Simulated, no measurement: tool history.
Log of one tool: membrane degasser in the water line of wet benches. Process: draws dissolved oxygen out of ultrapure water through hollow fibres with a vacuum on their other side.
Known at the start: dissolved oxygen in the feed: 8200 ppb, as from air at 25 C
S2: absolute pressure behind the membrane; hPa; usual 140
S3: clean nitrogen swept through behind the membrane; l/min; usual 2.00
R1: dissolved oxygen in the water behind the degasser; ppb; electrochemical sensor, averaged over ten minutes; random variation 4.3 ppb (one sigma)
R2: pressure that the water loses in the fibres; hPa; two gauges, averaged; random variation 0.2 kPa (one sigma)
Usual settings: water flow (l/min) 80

Run 1, hour 0.0: usual settings. Result: R1 871.6 ppb, R2 431.2 hPa.
Run 2, hour 113.2: usual settings. Result: R1 880.5 ppb, R2 428.4 hPa.
Run 3, hour 228.4: usual settings. Result: R1 870.7 ppb, R2 430.3 hPa.
Run 4, hour 323.6: usual settings. Result: R1 872.1 ppb, R2 429.9 hPa.
Run 5, hour 384.6: usual settings. Result: R1 865.1 ppb, R2 432.1 hPa.
Run 6, hour 498.5: usual settings but water flow (l/min) 119. Result: R1 1232.7 ppb, R2 649.0 hPa.
Run 7, hour 579.5: usual settings but S2 105 hPa. Result: R1 625.0 ppb, R2 432.6 hPa.
Run 8, hour 655.5: usual settings. Result: R1 875.8 ppb, R2 433.9 hPa.
Run 9, hour 722.8: usual settings but water flow (l/min) 89. Result: R1 961.7 ppb, R2 482.4 hPa.
Run 10, hour 803.3: usual settings but water flow (l/min) 89, S2 84 hPa, S3 0.96 l/min. Result: R1 816.9 ppb, R2 483.6 hPa.
Run 11, hour 867.6: usual settings but water flow (l/min) 89, S2 84 hPa, S3 0.96 l/min. Result: R1 818.0 ppb, R2 484.5 hPa.
Run 12, hour 981.8: usual settings but water flow (l/min) 89, S2 84 hPa, S3 0.96 l/min. Result: R1 824.8 ppb, R2 482.9 hPa.
Run 13, hour 1102.4: usual settings but water flow (l/min) 84, S2 266 hPa, S3 4.47 l/min. Result: R1 964.7 ppb, R2 454.4 hPa.
Run 14, hour 1187.2: usual settings but water flow (l/min) 113, S2 117 hPa, S3 4.06 l/min. Result: R1 645.2 ppb, R2 614.7 hPa.
Run 15, hour 1309.2: usual settings but water flow (l/min) 113, S2 117 hPa, S3 4.06 l/min. Result: R1 652.8 ppb, R2 617.0 hPa.

3 ways to go on from here, each from the tool as it stands after run 15. What would each give?
Run A, hour 1396.6: usual settings but water flow (l/min) 87, S2 192 hPa, S3 1.90 l/min. Result: R1 ?, R2 ?.
Run B, hour 1396.6: usual settings but water flow (l/min) 89. Result: R1 ?, R2 ?.
Run C, hour 1396.6: usual settings but water flow (l/min) 61, S2 134 hPa, S3 0.89 l/min. Result: R1 ?, R2 ?.

run      R1     R2
  A  1320.7  470.0
  B   955.9  483.5
  C  1140.1  330.8
Without the tool's hidden state the same runs would have given:
run      R1     R2
  A  1320.4  463.6
  B   955.5  476.8
  C  1139.8  326.3
